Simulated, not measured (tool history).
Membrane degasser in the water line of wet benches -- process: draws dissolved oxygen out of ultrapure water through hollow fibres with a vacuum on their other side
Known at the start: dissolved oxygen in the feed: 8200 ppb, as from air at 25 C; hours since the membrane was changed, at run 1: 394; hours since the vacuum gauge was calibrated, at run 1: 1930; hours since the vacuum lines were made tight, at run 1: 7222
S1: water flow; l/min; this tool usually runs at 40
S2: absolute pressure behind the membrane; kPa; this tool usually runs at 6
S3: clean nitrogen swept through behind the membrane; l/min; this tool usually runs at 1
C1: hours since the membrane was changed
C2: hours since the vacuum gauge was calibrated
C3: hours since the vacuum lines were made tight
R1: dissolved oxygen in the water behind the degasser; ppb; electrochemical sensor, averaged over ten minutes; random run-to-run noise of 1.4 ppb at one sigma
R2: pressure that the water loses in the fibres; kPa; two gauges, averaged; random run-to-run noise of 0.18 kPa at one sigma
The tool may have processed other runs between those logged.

run 1 hour=0 | S1=40 S2=6 S3=1 | C1=394 C2=1930 C3=7222 | R1=230.7 R2=35.18
run 2 hour=37 | S1=40 S2=6 S3=1 | C1=431 C2=1967 C3=7259 | R1=231.4 R2=35.54
run 3 hour=70.6 | S1=40 S2=6 S3=1 | C1=464 C2=2001 C3=7293 | R1=229.8 R2=35.59
run 4 hour=105.6 | S1=40 S2=6 S3=1 | C1=499 C2=2036 C3=7328 | R1=230.9 R2=35.58
run 5 hour=151 | S1=40 S2=6 S3=1 | C1=545 C2=2081 C3=7373 | R1=228.5 R2=35.64
run 6 hour=181.9 | S1=35 S2=6 S3=1 | C1=576 C2=2112 C3=7404 | R1=204.5 R2=31.38
run 7 hour=230.8 | S1=35 S2=6 S3=1 | C1=625 C2=2161 C3=7453 | R1=205.8 R2=31.11
run 8 hour=261.9 | S1=40 S2=6 S3=1.49 | C1=656 C2=2192 C3=7484 | R1=168.2 R2=35.28
run 9 hour=307.6 | S1=40 S2=6.88 S3=1 | C1=701 C2=2238 C3=7530 | R1=299.5 R2=35.38
run 10 hour=348 | S1=40 S2=10.37 S3=1 | C1=742 C2=2278 C3=7570 | R1=560.6 R2=35.46
run 11 hour=396.3 | S1=40 S2=8.65 S3=1 | C1=790 C2=2327 C3=7619 | R1=430.2 R2=35.29
run 12 hour=451.6 | S1=40 S2=8.65 S3=1 | C1=845 C2=2382 C3=7674 | R1=427.9 R2=35.34
run 13 hour=491.1 | S1=40 S2=8.65 S3=1 | C1=885 C2=2421 C3=7713 | R1=430.7 R2=35.58
run 14 hour=540.5 | S1=40 S2=8.65 S3=1 | C1=934 C2=2471 C3=7763 | R1=423.7 R2=35.88
run 15 hour=583.5 | S1=29 S2=6 S3=1 | C1=977 C2=2514 C3=7806 | R1=177.2 R2=25.61
run 16 hour=613.5 | S1=29 S2=6 S3=1 | C1=1007 C2=2544 C3=7836 | R1=176 R2=25.84
run 17 hour=649.9 | S1=40 S2=6 S3=1 | C1=1044 C2=2580 C3=7872 | R1=230.5 R2=35.35
run 18 hour=689.8 | S1=40 S2=6 S3=1 | C1=1084 C2=2620 C3=7912 | R1=232.6 R2=35.86
run 19 hour=757.9 | S1=40 S2=3.76 S3=0.84 | C1=1152 C2=2688 C3=7980 | R1=66.5 R2=35.53
run 20 hour=820.1 | S1=40 S2=5.57 S3=1.97 | C1=1214 C2=2751 C3=8042 | R1=116.4 R2=35.37
run 21 hour=865.7 | S1=40 S2=5.23 S3=1.97 | C1=1259 C2=2796 C3=8088 | R1=99.3 R2=35.7
run 22 hour=918.4 | S1=40 S2=5.23 S3=1.97 | C1=1312 C2=2849 C3=8141 | R1=100.3 R2=35.49
-- hour=923.3 vacuum gauge calibrated
run 23 hour=959.3 | S1=40 S2=5.23 S3=1.97 | C1=1353 C2=36 C3=8181 | R1=104 R2=35.4
run 24 hour=1014.9 | S1=40 S2=5.23 S3=1.97 | C1=1408 C2=92 C3=8237 | R1=104.5 R2=35.42
run 25 hour=1051.1 | S1=40 S2=5.23 S3=1.97 | C1=1444 C2=128 C3=8273 | R1=103.9 R2=35.6
run 26 hour=1096.7 | S1=31 S2=11.08 S3=1 | C1=1490 C2=173 C3=8319 | R1=505 R2=27.76
-- hour=1126.9 vacuum gauge calibrated, once more
run 27 hour=1129.7 | S1=27 S2=6 S3=1.35 | C1=1522 C2=3 C3=8351 | R1=122 R2=23.76
run 28 hour=1196.8 | S1=35 S2=13.04 S3=0.51 | C1=1590 C2=70 C3=8418 | R1=1084 R2=31.29
run 29 hour=1226.5 | S1=42 S2=12.77 S3=0.76 | C1=1619 C2=100 C3=8448 | R1=890.9 R2=37.49
run 30 hour=1257.5 | S1=27 S2=9.19 S3=2.28 | C1=1650 C2=131 C3=8479 | R1=163.9 R2=23.88
run 31 hour=1302.4 | S1=27 S2=9.19 S3=2.28 | C1=1695 C2=175 C3=8524 | R1=164.1 R2=24.38
run 32 hour=1331.8 | S1=27 S2=9.19 S3=2.28 | C1=1725 C2=205 C3=8553 | R1=164 R2=24.24
run 33 hour=1397.5 | S1=27 S2=4.72 S3=2.28 | C1=1790 C2=271 C3=8619 | R1=42.1 R2=24.38

Consider 3 possible next runs. They are alternatives, not a sequence: every one starts from the tool as it was left by run 33. What does each give?
run A hour=1434.1 | S1=27 S2=11.58 S3=2.86 | C1=1827 C2=307 C3=8655 | R1=? R2=?
run B hour=1434.1 | S1=55 S2=4.72 S3=0.41 | C1=1827 C2=307 C3=8655 | R1=? R2=?
run C hour=1434.1 | S1=43 S2=6 S3=1 | C1=1827 C2=307 C3=8655 | R1=? R2=?

run=A R1=184.8 R2=23.87
run=B R1=295.6 R2=49.11
run=C R1=240.4 R2=38.26
Without the tool's unlogged condition, the same runs would have read:
run=A R1=183.3 R2=23.57
run=B R1=294.7 R2=48.51
run=C R1=239.5 R2=37.79

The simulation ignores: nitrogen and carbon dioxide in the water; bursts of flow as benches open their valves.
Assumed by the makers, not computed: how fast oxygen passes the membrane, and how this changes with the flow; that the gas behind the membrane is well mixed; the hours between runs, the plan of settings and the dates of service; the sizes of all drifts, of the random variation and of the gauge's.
